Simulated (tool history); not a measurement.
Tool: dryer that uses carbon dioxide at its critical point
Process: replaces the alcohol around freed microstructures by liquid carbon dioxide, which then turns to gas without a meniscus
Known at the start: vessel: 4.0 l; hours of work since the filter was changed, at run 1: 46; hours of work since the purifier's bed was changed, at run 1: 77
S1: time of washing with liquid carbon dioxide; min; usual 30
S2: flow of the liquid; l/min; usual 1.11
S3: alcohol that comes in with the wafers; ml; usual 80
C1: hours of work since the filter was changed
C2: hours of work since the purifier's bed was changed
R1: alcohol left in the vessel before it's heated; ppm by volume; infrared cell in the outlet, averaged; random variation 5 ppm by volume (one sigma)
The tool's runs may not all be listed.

run,day,S1,S2,S3,C1,C2,R1
1,0,30,1.11,80,46,77,35
2,0.358,30,1.11,80,52,83,40
3,0.696,30,1.11,80,57,89,35
4,1.104,30,1.11,80,63,95,37
5,1.521,30,1.11,80,70,102,44
6,1.821,30,1.11,80,75,107,42
7,2.162,30,1.11,80,80,112,41
8,2.425,30,1.11,48,85,116,39
9,2.954,31,1.11,80,93,125,37
10,3.488,31,1.11,80,102,133,43
11,3.796,31,1.11,80,106,138,48
12,4.229,30,1.11,67,113,145,50
13,4.771,41,1.11,80,122,154,25
14,5.292,41,1.11,80,130,162,34
15,5.733,41,1.11,80,137,169,24
16,6.317,30,1.82,80,147,178,23
17,6.879,30,1.82,80,156,187,34
18,7.417,30,1.11,40,164,196,49
19,7.717,30,1.11,40,169,201,48
20,8.171,30,1.11,80,176,208,63
21,8.525,30,1.11,66,182,214,64
22,8.796,30,1.11,66,186,218,60
23,9.246,30,1.11,66,193,225,66
24,9.833,30,1.11,66,203,234,67
25,10.254,23,1.42,83,210,241,76
26,10.7,20,0.88,50,217,248,493
27,11.129,30,1.11,23,224,255,54
28,11.55,30,1.11,23,230,262,51
29,12.092,35,1.41,22,239,271,27
30,12.654,30,1.11,28,248,280,61
31,13.262,34,1.18,110,258,289,61
32,13.821,33,1.26,90,267,298,50
# day 14.383: inlet filter changed
33,14.388,33,0.92,20,0,307,49
34,14.921,47,1.11,22,9,315,42
35,15.171,47,1.11,22,13,319,37
36,15.771,30,1.43,21,22,329,47
37,16.271,30,1.34,21,30,337,52
38,16.658,30,0.72,41,36,343,139
39,16.954,30,0.72,41,41,348,150
40,17.325,36,1.76,69,47,353,45
41,17.808,40,1.47,39,55,361,49
42,18.221,35,0.68,38,61,368,115
43,18.608,29,0.74,38,67,374,160
44,18.917,32,1.69,27,72,379,46
45,19.242,32,1.69,31,78,384,49
46,19.592,32,1.69,31,83,390,60
47,19.967,20,1.69,57,89,396,70
48,20.238,20,1.69,57,94,400,72

Hidden state or all else? Some run-to-run changes of R1, split into what the settings, what came in and random variation would give without the hidden state, and what is left for the hidden state (with any gauge scatter that isn't in both results):
The hidden state here: flow that reaches the vessel past the clogged filter, %; alcohol in the recycled carbon dioxide, ppm; drift of the gauge itself on alcohol_ppm, %.
Run 25 -> 26: S1 23 -> 20, S2 1.42 -> 0.88, S3 83 -> 50. R1 +417 ppm by volume: hidden state +149, all else +268.
Run 26 -> 27: S1 20 -> 30, S2 0.88 -> 1.11, S3 50 -> 23. R1 -439 ppm by volume: hidden state -167, all else -272.
Run 43 -> 44: S1 29 -> 32, S2 0.74 -> 1.69, S3 38 -> 27. R1 -114 ppm by volume: hidden state -20, all else -94.
